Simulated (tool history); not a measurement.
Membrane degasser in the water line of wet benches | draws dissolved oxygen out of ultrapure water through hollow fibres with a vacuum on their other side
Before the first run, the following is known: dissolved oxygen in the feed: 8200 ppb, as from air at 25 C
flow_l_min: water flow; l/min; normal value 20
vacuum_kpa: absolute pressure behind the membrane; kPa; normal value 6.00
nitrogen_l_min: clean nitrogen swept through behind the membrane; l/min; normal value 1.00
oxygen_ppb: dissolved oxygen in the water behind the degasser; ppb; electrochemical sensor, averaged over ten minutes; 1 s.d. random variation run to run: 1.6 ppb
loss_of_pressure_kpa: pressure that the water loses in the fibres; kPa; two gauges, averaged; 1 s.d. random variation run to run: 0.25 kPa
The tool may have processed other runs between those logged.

run	hour	flow_l_min	vacuum_kpa	nitrogen_l_min	oxygen_ppb	loss_of_pressure_kpa
1	0.0	20	6.00	1.00	168.6	67.76
2	163.1	20	6.00	1.37	136.5	67.88
3	330.3	20	6.00	1.37	135.8	68.13
4	514.8	20	6.00	1.37	135.4	68.96
5	644.7	30	6.00	1.00	279.3	102.92
6	760.4	30	6.00	0.64	338.8	102.59
7	931.3	20	6.00	0.64	222.1	69.57
8	1013.6	20	6.00	0.64	221.0	69.19
9	1113.8	20	6.00	1.36	136.8	69.18
10	1207.2	20	6.00	1.36	135.9	69.18
11	1326.6	20	6.30	1.00	179.7	69.12
12	1427.7	20	6.30	1.00	180.1	68.80
13	1598.0	20	6.30	1.00	178.3	69.75
# hour 1623.1: gauge calibrated
14	1737.8	20	6.30	1.00	179.1	68.29
15	1863.0	20	11.89	1.04	399.2	68.37
# hour 1889.5: seals of the vacuum lines changed
16	1947.7	32	6.00	1.14	278.6	109.52

Run 17 is up next; what results do you expect?
17	2123.0	32	6.00	1.14	?	?

{"run 17": {"oxygen_ppb": 283.4, "loss_of_pressure_kpa": 108.75}}
Without the tool's hidden state the same run would have given oxygen_ppb 283.0 ppb, loss_of_pressure_kpa 107.76 kPa.
